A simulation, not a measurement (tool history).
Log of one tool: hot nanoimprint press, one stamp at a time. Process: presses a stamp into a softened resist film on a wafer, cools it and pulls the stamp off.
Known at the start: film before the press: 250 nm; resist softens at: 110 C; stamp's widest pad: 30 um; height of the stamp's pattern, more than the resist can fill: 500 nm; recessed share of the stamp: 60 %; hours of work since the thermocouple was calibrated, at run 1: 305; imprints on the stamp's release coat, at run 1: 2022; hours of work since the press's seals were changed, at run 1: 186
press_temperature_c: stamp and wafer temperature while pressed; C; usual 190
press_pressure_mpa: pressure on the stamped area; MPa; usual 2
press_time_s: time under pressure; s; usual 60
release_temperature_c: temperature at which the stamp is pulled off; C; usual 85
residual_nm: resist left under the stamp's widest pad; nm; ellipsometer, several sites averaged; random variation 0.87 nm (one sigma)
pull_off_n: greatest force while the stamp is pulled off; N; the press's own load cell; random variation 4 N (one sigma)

run,hour,press_temperature_c,press_pressure_mpa,press_time_s,release_temperature_c,hours of work since the thermocouple was calibrated,imprints on the stamp's release coat,hours of work since the press's seals were changed,residual_nm,pull_off_n
1,0,190,2,60,85,305,2022,186,142.5,202
2,8.8,190,2,60,85,308,2034,190,142.1,203
3,22.8,190,2,60,85,314,2052,195,142.1,206
4,33.5,190,2,60,85,319,2066,200,143.2,199
5,47.5,190,2,60,85,324,2085,205,142.3,198
6,58.5,190,2,60,85,329,2099,210,143.6,198
7,67.1,202,2,60,85,332,2111,213,83.4,206
8,77.3,202,2,60,85,336,2124,218,84,201
9,90.5,202,2,60,85,342,2142,223,83.5,203
10,104.1,202,2,60,85,347,2160,228,84.3,194
11,119.5,202,2,60,77,354,2180,235,83.1,238
12,134.1,202,2,95,90,360,2200,241,66.5,180
13,147.8,181,2.87,103,82,365,2218,246,154.4,215

Run 14 comes next. What will it give?
14,160.3,181,2.87,103,82,370,2234,252,?,?

{"run 14": {"residual_nm": 155.3, "pull_off_n": 216}}
Without the tool's hidden state the same run would have given residual_nm 155 nm, pull_off_n 212 N.

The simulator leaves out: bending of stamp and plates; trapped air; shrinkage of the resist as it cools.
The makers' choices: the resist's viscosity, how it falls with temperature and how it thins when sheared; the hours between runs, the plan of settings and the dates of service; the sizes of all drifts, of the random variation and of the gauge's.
